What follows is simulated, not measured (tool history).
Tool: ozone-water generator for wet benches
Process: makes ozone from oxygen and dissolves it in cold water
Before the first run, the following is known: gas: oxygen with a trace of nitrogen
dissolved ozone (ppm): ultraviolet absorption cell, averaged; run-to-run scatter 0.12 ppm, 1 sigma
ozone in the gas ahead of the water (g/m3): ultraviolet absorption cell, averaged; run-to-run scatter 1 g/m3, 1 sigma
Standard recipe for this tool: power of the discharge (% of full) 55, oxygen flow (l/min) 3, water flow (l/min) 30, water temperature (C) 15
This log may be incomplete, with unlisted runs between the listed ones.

| run | hour | power of the discharge (% of full) | oxygen flow (l/min) | water flow (l/min) | water temperature (C) | dissolved ozone (ppm) | ozone in the gas ahead of the water (g/m3) |
|---|---|---|---|---|---|---|---|
| 1 | 0 | 55 | 3 | 30 | 15 | 10.6 | 180.1 |
| 2 | 37.7 | 55 | 3 | 30 | 7 | 11 | 179.2 |
| 3 | 70.2 | 55 | 2.08 | 30 | 15 | 9.8 | 225.1 |
| 4 | 107.8 | 55 | 3 | 30 | 15 | 10.7 | 180 |
| 5 | 150.9 | 55 | 3 | 30 | 15 | 10.7 | 180.1 |
| 6 | 192.2 | 55 | 3 | 30 | 15 | 10.4 | 179.6 |
| 7 | 222.9 | 74 | 3 | 30 | 15 | 13.4 | 225.8 |
| 8 | 272.2 | 74 | 3 | 30 | 15 | 13.3 | 223 |
| 9 | 298.7 | 74 | 3 | 30 | 15 | 13.5 | 223.4 |
| 10 | 351.2 | 55 | 3 | 30 | 15 | 10.5 | 179.7 |
| 11 | 384.4 | 55 | 3 | 30 | 15 | 10.4 | 179.6 |
| 12 | 438.1 | 55 | 3 | 30 | 15 | 10.7 | 179 |
| 13 | 483.8 | 55 | 3 | 30 | 15 | 10.7 | 178.5 |
| 14 | 519 | 55 | 3 | 30 | 15 | 10.5 | 178 |
| 15 | 561 | 55 | 3 | 30 | 15 | 10.7 | 176.7 |
| 16 | 595.9 | 55 | 3 | 30 | 15 | 10.6 | 179.4 |
| 17 | 637.7 | 55 | 3 | 30 | 15 | 10.6 | 179.5 |
| 18 | 671.3 | 55 | 3 | 30 | 15 | 10.4 | 177.6 |
| 19 | 704.6 | 55 | 4.08 | 30 | 15 | 11.1 | 149.1 |
| 20 | 746.4 | 48 | 3.75 | 46 | 17 | 5.8 | 141.2 |
| 21 | 787.9 | 48 | 2.13 | 46 | 17 | 5.1 | 198 |
| 22 | 842.6 | 48 | 2.13 | 46 | 17 | 5.2 | 195.6 |
| 23 | 898.8 | 48 | 4.33 | 30 | 9 | 10.5 | 129.1 |
| 24 | 950.7 | 77 | 1.57 | 25 | 17 | 14.6 | 335.1 |
| 25 | 1000.9 | 77 | 1.57 | 21 | 23 | 17 | 334.5 |
| 26 | 1035.2 | 77 | 1.57 | 21 | 23 | 16.8 | 333.1 |
| 27 | 1081.3 | 94 | 2.01 | 30 | 15 | 14.6 | 334.5 |
| 28 | 1134.1 | 44 | 3.56 | 30 | 15 | 9 | 134 |
| 29 | 1168.6 | 55 | 3 | 30 | 22 | 10.2 | 177.3 |
| 30 | 1219.9 | 55 | 3 | 22 | 15 | 14.8 | 176.4 |
| 31 | 1262.1 | 55 | 3 | 22 | 15 | 14.9 | 176.4 |
| 32 | 1315.3 | 55 | 4.14 | 30 | 13 | 11.2 | 145 |

Consider 4 possible next runs. They are alternatives, not a sequence: every one starts from the tool as it was left by run 32. What does each give?
| A | 1370.5 | 63 | 2.63 | 30 | 13 | ? | ? |
| B | 1370.5 | 67 | 1.72 | 22 | 15 | ? | ? |
| C | 1370.5 | 68 | 2.62 | 30 | 13 | ? | ? |
| D | 1370.5 | 55 | 3.91 | 30 | 13 | ? | ? |

| run | dissolved ozone (ppm) | ozone in the gas ahead of the water (g/m3) |
|---|---|---|
| A | 11.6 | 211.4 |
| B | 15.5 | 285 |
| C | 12.3 | 224.3 |
| D | 11.1 | 149.1 |
Without the tool's unlogged condition, the same runs would have read:
| run | dissolved ozone (ppm) | ozone in the gas ahead of the water (g/m3) |
|---|---|---|
| A | 11.6 | 216.5 |
| B | 15.5 | 291.8 |
| C | 12.3 | 229.7 |
| D | 11.2 | 152.7 |

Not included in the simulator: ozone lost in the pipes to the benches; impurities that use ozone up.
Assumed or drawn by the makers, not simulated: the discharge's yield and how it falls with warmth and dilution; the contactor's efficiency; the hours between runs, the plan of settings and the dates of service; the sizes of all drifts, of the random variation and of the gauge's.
